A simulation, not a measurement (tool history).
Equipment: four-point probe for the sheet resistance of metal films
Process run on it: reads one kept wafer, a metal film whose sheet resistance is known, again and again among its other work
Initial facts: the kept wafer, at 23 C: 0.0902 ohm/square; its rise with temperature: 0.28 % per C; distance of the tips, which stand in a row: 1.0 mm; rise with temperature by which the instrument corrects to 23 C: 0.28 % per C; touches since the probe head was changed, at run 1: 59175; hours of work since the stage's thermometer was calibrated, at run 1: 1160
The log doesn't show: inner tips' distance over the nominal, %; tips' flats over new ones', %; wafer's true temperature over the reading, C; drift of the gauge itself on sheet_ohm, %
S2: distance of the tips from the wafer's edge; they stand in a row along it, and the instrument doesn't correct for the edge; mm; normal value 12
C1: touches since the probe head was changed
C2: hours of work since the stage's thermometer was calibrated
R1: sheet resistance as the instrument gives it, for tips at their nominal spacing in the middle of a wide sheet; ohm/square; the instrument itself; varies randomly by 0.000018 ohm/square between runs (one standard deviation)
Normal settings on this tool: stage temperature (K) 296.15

Run 1, hour 0: usual settings; C1 59175; C2 1160. Result: R1 0.090726 ohm/square.
Run 2, hour 50.3: usual settings; C1 61090; C2 1194. Result: R1 0.090747 ohm/square.
Run 3, hour 85.2: usual settings; C1 62422; C2 1218. Result: R1 0.090772 ohm/square.
Run 4, hour 124: usual settings; C1 63900; C2 1244. Result: R1 0.090756 ohm/square.
Run 5, hour 151.2: usual settings; C1 64935; C2 1263. Result: R1 0.09072 ohm/square.
Run 6, hour 181.6: usual settings; C1 66094; C2 1283. Result: R1 0.090769 ohm/square.
Run 7, hour 229.9: usual settings; C1 67933; C2 1316. Result: R1 0.090777 ohm/square.
Run 8, hour 254.3: usual settings; C1 68865; C2 1333. Result: R1 0.090745 ohm/square.
Run 9, hour 290.6: usual settings; C1 70247; C2 1358. Result: R1 0.09078 ohm/square.
Run 10, hour 322.9: usual settings; C1 71478; C2 1380. Result: R1 0.090778 ohm/square.
Run 11, hour 364.4: usual settings; C1 73059; C2 1408. Result: R1 0.090795 ohm/square.
Run 12, hour 398.7: usual settings but stage temperature (K) 297.15; C1 74367; C2 1431. Result: R1 0.090789 ohm/square.
Run 13, hour 420.1: usual settings but stage temperature (K) 297.15; C1 75181; C2 1446. Result: R1 0.090747 ohm/square.
Run 14, hour 467.9: usual settings but stage temperature (K) 297.15; C1 77001; C2 1479. Result: R1 0.090795 ohm/square.
Run 15, hour 496.4: usual settings but stage temperature (K) 297.15; C1 78088; C2 1498. Result: R1 0.090774 ohm/square.
Run 16, hour 537.1: usual settings but stage temperature (K) 297.15; C1 79640; C2 1526. Result: R1 0.090777 ohm/square.
Run 17, hour 575.4: usual settings but stage temperature (K) 306.15; C1 81096; C2 1552. Result: R1 0.090709 ohm/square.
Run 18, hour 612.7: usual settings but stage temperature (K) 306.15; C1 82521; C2 1577. Result: R1 0.090716 ohm/square.
Run 19, hour 650.2: usual settings but stage temperature (K) 306.15; C1 83946; C2 1603. Result: R1 0.090766 ohm/square.
Run 20, hour 678.4: usual settings but stage temperature (K) 303.15, S2 24 mm; C1 85023; C2 1622. Result: R1 0.090479 ohm/square.
Run 21, hour 723.9: usual settings but stage temperature (K) 303.15, S2 24 mm; C1 86756; C2 1653. Result: R1 0.090534 ohm/square.
Run 22, hour 749.5: usual settings but stage temperature (K) 303.15, S2 24 mm; C1 87730; C2 1671. Result: R1 0.090525 ohm/square.
Run 23, hour 778.5: usual settings but stage temperature (K) 294.15, S2 31 mm; C1 88834; C2 1690. Result: R1 0.090587 ohm/square.
Run 24, hour 815.1: usual settings but stage temperature (K) 302.15, S2 4 mm; C1 90230; C2 1715. Result: R1 0.093398 ohm/square.
Run 25, hour 843.1: usual settings but stage temperature (K) 302.15, S2 20 mm; C1 91298; C2 1734. Result: R1 0.090558 ohm/square.
Run 26, hour 864.8: usual settings but stage temperature (K) 298.15, S2 20 mm; C1 92123; C2 1749. Result: R1 0.090597 ohm/square.
Run 27, hour 897: usual settings but stage temperature (K) 306.15, S2 18 mm; C1 93350; C2 1771. Result: R1 0.090584 ohm/square.
Run 28, hour 924: usual settings but stage temperature (K) 306.15, S2 18 mm; C1 94379; C2 1790. Result: R1 0.090585 ohm/square.
Run 29, hour 963.2: usual settings but stage temperature (K) 291.15, S2 3 mm; C1 95871; C2 1816. Result: R1 0.095648 ohm/square.
Run 30, hour 986.2: usual settings but stage temperature (K) 291.15, S2 3 mm; C1 96750; C2 1832. Result: R1 0.095633 ohm/square.
Run 31, hour 1022.6: usual settings but stage temperature (K) 292.15, S2 41 mm; C1 98137; C2 1857. Result: R1 0.090608 ohm/square.
Run 32, hour 1059.3: usual settings but stage temperature (K) 292.15, S2 41 mm; C1 99533; C2 1882. Result: R1 0.090585 ohm/square.
Run 33, hour 1082: usual settings but stage temperature (K) 292.15, S2 41 mm; C1 100399; C2 1897. Result: R1 0.09062 ohm/square.
Run 34, hour 1126.1: usual settings but stage temperature (K) 303.15; C1 102079; C2 1927. Result: R1 0.090811 ohm/square.
Run 35, hour 1149.9: usual settings but stage temperature (K) 303.15; C1 102986; C2 1944. Result: R1 0.090826 ohm/square.

Predict each of these 5 candidate next runs independently; none follows another, all start after run 35:
Run A, hour 1191.9: usual settings but S2 22 mm; C1 104585; C2 1972. Result: R1 ?.
Run B, hour 1191.9: usual settings but stage temperature (K) 306.15, S2 10 mm; C1 104585; C2 1972. Result: R1 ?.
Run C, hour 1191.9: usual settings but S2 4 mm; C1 104585; C2 1972. Result: R1 ?.
Run D, hour 1191.9: usual settings; C1 104585; C2 1972. Result: R1 ?.
Run E, hour 1191.9: usual settings but S2 51 mm; C1 104585; C2 1972. Result: R1 ?.

run        R1
  A  0.090637
  B  0.090964
  C  0.093497
  D  0.090839
  E   0.09058
Take away the tool's hidden state, keep each run's random variation, and the runs would have read:
run        R1
  A  0.090301
  B  0.090624
  C  0.093151
  D  0.090502
  E  0.090244
